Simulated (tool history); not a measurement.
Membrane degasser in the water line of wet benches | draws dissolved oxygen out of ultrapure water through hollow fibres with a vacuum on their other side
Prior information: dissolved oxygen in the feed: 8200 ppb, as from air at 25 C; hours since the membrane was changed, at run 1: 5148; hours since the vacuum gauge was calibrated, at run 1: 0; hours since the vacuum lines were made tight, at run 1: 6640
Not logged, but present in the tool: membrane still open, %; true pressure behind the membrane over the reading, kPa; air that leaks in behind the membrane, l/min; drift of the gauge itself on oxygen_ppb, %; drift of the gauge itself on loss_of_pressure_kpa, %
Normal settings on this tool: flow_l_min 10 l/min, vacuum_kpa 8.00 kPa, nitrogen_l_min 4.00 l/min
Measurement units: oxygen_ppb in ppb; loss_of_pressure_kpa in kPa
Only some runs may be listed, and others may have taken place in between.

| run | hour | flow_l_min | vacuum_kpa | nitrogen_l_min | hours since the membrane was changed | hours since the vacuum gauge was calibrated | hours since the vacuum lines were made tight | oxygen_ppb | loss_of_pressure_kpa |
|---|---|---|---|---|---|---|---|---|---|
| 1 | 0.0 | 10 | 8.00 | 4.00 | 5148 | 0 | 6640 | 93.1 | 29.73 |
| 2 | 301.9 | 10 | 8.00 | 4.00 | 5450 | 302 | 6942 | 92.2 | 29.85 |
| 3 | 590.4 | 10 | 18.37 | 4.00 | 5738 | 590 | 7230 | 156.1 | 29.77 |
| 4 | 830.9 | 10 | 6.06 | 4.00 | 5979 | 831 | 7471 | 80.6 | 29.67 |
| 5 | 1130.6 | 10 | 13.12 | 4.00 | 6278 | 1131 | 7770 | 123.6 | 29.67 |
| 6 | 1441.9 | 10 | 13.12 | 4.00 | 6590 | 1442 | 8082 | 126.0 | 29.84 |
| 7 | 1789.1 | 10 | 13.12 | 4.00 | 6937 | 1789 | 8429 | 124.8 | 29.20 |
| 8 | 2073.6 | 10 | 13.12 | 4.00 | 7221 | 2074 | 8713 | 121.5 | 29.89 |
| 9 | 2391.2 | 10 | 8.00 | 6.91 | 7539 | 2391 | 9031 | 81.5 | 29.51 |
| 10 | 2733.8 | 10 | 8.00 | 6.91 | 7881 | 2734 | 9374 | 80.5 | 29.46 |
| 11 | 3078.9 | 10 | 8.00 | 6.91 | 8227 | 3079 | 9719 | 80.5 | 29.56 |
| 12 | 3313.0 | 10 | 8.00 | 6.91 | 8461 | 3313 | 9953 | 83.0 | 29.70 |
| 13 | 3473.6 | 10 | 8.00 | 6.99 | 8621 | 3474 | 10113 | 81.1 | 29.50 |
| 14 | 3667.4 | 10 | 8.00 | 6.99 | 8815 | 3667 | 10307 | 80.4 | 29.51 |
| 15 | 3912.7 | 10 | 8.00 | 6.99 | 9060 | 3913 | 10552 | 81.9 | 29.42 |

Run 16, settings as shown, results not yet in. Your forecast:
| 16 | 4183.9 | 10 | 8.00 | 6.99 | 9332 | 4184 | 10824 | ? | ? |

oxygen_ppb: 80.5 ppb
loss_of_pressure_kpa: 29.55 kPa
The same run, on a tool lacking any hidden state, would have yielded oxygen_ppb 80.3 ppb, loss_of_pressure_kpa 30.11 kPa.
